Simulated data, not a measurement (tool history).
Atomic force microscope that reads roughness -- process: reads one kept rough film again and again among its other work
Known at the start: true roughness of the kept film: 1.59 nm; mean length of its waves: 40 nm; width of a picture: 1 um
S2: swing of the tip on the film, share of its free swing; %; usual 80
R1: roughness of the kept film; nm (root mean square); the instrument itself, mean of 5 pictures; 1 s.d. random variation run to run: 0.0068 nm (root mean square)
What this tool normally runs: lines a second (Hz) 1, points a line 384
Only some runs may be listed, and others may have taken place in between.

Run 1, hour 0: usual settings. Result: R1 1.38 nm (root mean square).
Run 2, hour 7.5: usual settings. Result: R1 1.396 nm (root mean square).
Run 3, hour 16.2: usual settings but S2 67 %. Result: R1 1.451 nm (root mean square).
Run 4, hour 23.3: usual settings. Result: R1 1.388 nm (root mean square).
Run 5, hour 28.8: usual settings. Result: R1 1.385 nm (root mean square).
Run 6, hour 33.8: usual settings. Result: R1 1.39 nm (root mean square).
Run 7, hour 42.5: usual settings. Result: R1 1.397 nm (root mean square).
Run 8, hour 47.7: usual settings. Result: R1 1.391 nm (root mean square).
Run 9, hour 53.2: usual settings. Result: R1 1.39 nm (root mean square).
Run 10, hour 59.6: usual settings but points a line 614. Result: R1 1.391 nm (root mean square).
Run 11, hour 66.9: usual settings but lines a second (Hz) 1.4, points a line 614. Result: R1 1.344 nm (root mean square).
At hour 74: new tip fitted.
Run 12, hour 74.2: usual settings but lines a second (Hz) 1.4, S2 68 %, points a line 614. Result: R1 1.427 nm (root mean square).
Run 13, hour 82.4: usual settings but lines a second (Hz) 1.4, S2 68 %, points a line 614. Result: R1 1.426 nm (root mean square).
Run 14, hour 90.8: usual settings but lines a second (Hz) 1.4, S2 68 %, points a line 628. Result: R1 1.425 nm (root mean square).
Run 15, hour 95.7: usual settings but lines a second (Hz) 1.4, S2 68 %, points a line 628. Result: R1 1.429 nm (root mean square).
Run 16, hour 104.9: usual settings but lines a second (Hz) 1.4, S2 68 %, points a line 628. Result: R1 1.43 nm (root mean square).
Run 17, hour 109.4: usual settings. Result: R1 1.394 nm (root mean square).
Run 18, hour 117.2: usual settings but S2 63 %. Result: R1 1.466 nm (root mean square).
Run 19, hour 121.3: usual settings. Result: R1 1.382 nm (root mean square).
Run 20, hour 126: usual settings but lines a second (Hz) 3.52. Result: R1 1.139 nm (root mean square).
Run 21, hour 134.8: usual settings but lines a second (Hz) 3.52. Result: R1 1.14 nm (root mean square).
Run 22, hour 140.3: usual settings but points a line 434. Result: R1 1.38 nm (root mean square).
Run 23, hour 144.8: usual settings but points a line 434. Result: R1 1.394 nm (root mean square).
At hour 148.6: new tip fitted.
Run 24, hour 150.6: usual settings but points a line 434. Result: R1 1.394 nm (root mean square).
Run 25, hour 156.4: usual settings but points a line 434. Result: R1 1.402 nm (root mean square).
Run 26, hour 163.6: usual settings but lines a second (Hz) 0.66, S2 74 %, points a line 434. Result: R1 1.465 nm (root mean square).
Run 27, hour 170.2: usual settings but lines a second (Hz) 1.28, S2 65 %, points a line 925. Result: R1 1.461 nm (root mean square).
Run 28, hour 176.6: usual settings but lines a second (Hz) 1.18, S2 65 %, points a line 481. Result: R1 1.451 nm (root mean square).
Run 29, hour 183.9: usual settings but lines a second (Hz) 1.18, S2 65 %, points a line 312. Result: R1 1.442 nm (root mean square).
Run 30, hour 188.4: usual settings but lines a second (Hz) 2.46, points a line 554. Result: R1 1.236 nm (root mean square).
Run 31, hour 196.7: usual settings but lines a second (Hz) 2.46, points a line 554. Result: R1 1.226 nm (root mean square).
Run 32, hour 205.2: usual settings but lines a second (Hz) 1.01, S2 78 %, points a line 730. Result: R1 1.399 nm (root mean square).
Run 33, hour 213.2: usual settings but lines a second (Hz) 1.83, points a line 332. Result: R1 1.289 nm (root mean square).
Run 34, hour 221.8: usual settings but lines a second (Hz) 1.04. Result: R1 1.388 nm (root mean square).
At hour 222.8: new tip fitted.
Run 35, hour 231: usual settings but lines a second (Hz) 1.04. Result: R1 1.399 nm (root mean square).
Run 36, hour 237.2: usual settings but points a line 327. Result: R1 1.398 nm (root mean square).
Run 37, hour 241.3: usual settings but lines a second (Hz) 0.79, S2 78 %, points a line 500. Result: R1 1.427 nm (root mean square).
Run 38, hour 250.4: usual settings but lines a second (Hz) 0.79, S2 78 %, points a line 500. Result: R1 1.421 nm (root mean square).
Run 39, hour 256.1: usual settings but lines a second (Hz) 0.79, S2 77 %, points a line 832. Result: R1 1.431 nm (root mean square).
Run 40, hour 262.6: usual settings but lines a second (Hz) 0.79, S2 77 %, points a line 832. Result: R1 1.442 nm (root mean square).
Run 41, hour 266.9: usual settings but lines a second (Hz) 0.87, points a line 534. Result: R1 1.411 nm (root mean square).
Run 42, hour 271.7: usual settings but lines a second (Hz) 0.87, points a line 534. Result: R1 1.407 nm (root mean square).
Run 43, hour 278.1: usual settings but lines a second (Hz) 0.87, points a line 534. Result: R1 1.407 nm (root mean square).
Run 44, hour 284.3: usual settings but lines a second (Hz) 1.04, S2 67 %, points a line 370. Result: R1 1.445 nm (root mean square).
Run 45, hour 289.2: usual settings but lines a second (Hz) 0.53, S2 55 %, points a line 349. Result: R1 1.484 nm (root mean square).

3 ways to go on from here, each from the tool as it stands after run 45. What would each give?
Run A, hour 296: usual settings but lines a second (Hz) 1.35, S2 81 %, points a line 349. Result: R1 ?.
Run B, hour 296: usual settings but lines a second (Hz) 0.79, S2 57 %, points a line 457. Result: R1 ?.
Run C, hour 296: usual settings but lines a second (Hz) 1.59, points a line 662. Result: R1 ?.

run     R1
  A   1.34
  B  1.493
  C  1.327
Without the tool's unlogged condition, the same runs would have read:
run     R1
  A  1.343
  B  1.496
  C   1.33
